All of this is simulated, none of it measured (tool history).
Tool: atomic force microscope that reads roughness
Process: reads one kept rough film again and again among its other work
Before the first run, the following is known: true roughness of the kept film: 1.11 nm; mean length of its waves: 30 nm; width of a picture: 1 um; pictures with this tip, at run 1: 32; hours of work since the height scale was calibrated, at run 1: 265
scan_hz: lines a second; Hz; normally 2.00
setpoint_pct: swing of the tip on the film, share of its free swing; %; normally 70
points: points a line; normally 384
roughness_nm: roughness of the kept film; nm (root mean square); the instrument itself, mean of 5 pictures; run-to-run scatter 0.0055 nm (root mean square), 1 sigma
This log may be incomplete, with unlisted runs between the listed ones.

| run | hour | scan_hz | setpoint_pct | points | pictures with this tip | hours of work since the height scale was calibrated | roughness_nm |
|---|---|---|---|---|---|---|---|
| 1 | 0.0 | 2.00 | 70 | 384 | 32 | 265 | 0.934 |
| 2 | 12.7 | 2.00 | 70 | 384 | 42 | 271 | 0.938 |
| 3 | 26.9 | 2.00 | 70 | 384 | 53 | 278 | 0.941 |
| 4 | 43.5 | 2.00 | 70 | 384 | 65 | 286 | 0.931 |
| 5 | 53.7 | 2.00 | 70 | 384 | 73 | 291 | 0.923 |
| 6 | 61.2 | 2.00 | 77 | 384 | 79 | 295 | 0.897 |
| 7 | 75.0 | 2.00 | 77 | 384 | 90 | 301 | 0.887 |
| 8 | 86.1 | 2.35 | 56 | 266 | 98 | 306 | 0.947 |
| 9 | 98.0 | 2.35 | 56 | 266 | 108 | 312 | 0.957 |
| 10 | 106.5 | 1.14 | 56 | 442 | 114 | 316 | 0.984 |
| 11 | 120.5 | 1.14 | 56 | 442 | 125 | 323 | 0.974 |
| 12 | 135.7 | 1.14 | 56 | 442 | 137 | 330 | 0.981 |
| 13 | 151.9 | 1.14 | 56 | 442 | 149 | 338 | 0.965 |

Alternative continuations, all from the tool just after run 13; predict every row:
| A | 165.4 | 1.37 | 70 | 384 | 160 | 344 | ? |
| B | 165.4 | 1.10 | 84 | 392 | 160 | 344 | ? |
| C | 165.4 | 2.00 | 70 | 280 | 160 | 344 | ? |
| D | 165.4 | 1.76 | 56 | 775 | 160 | 344 | ? |

| run | roughness_nm |
|---|---|
| A | 0.936 |
| B | 0.894 |
| C | 0.895 |
| D | 0.953 |
Without the tool's hidden state the same runs would have given:
| run | roughness_nm |
|---|---|
| A | 0.998 |
| B | 0.953 |
| C | 0.955 |
| D | 1.017 |
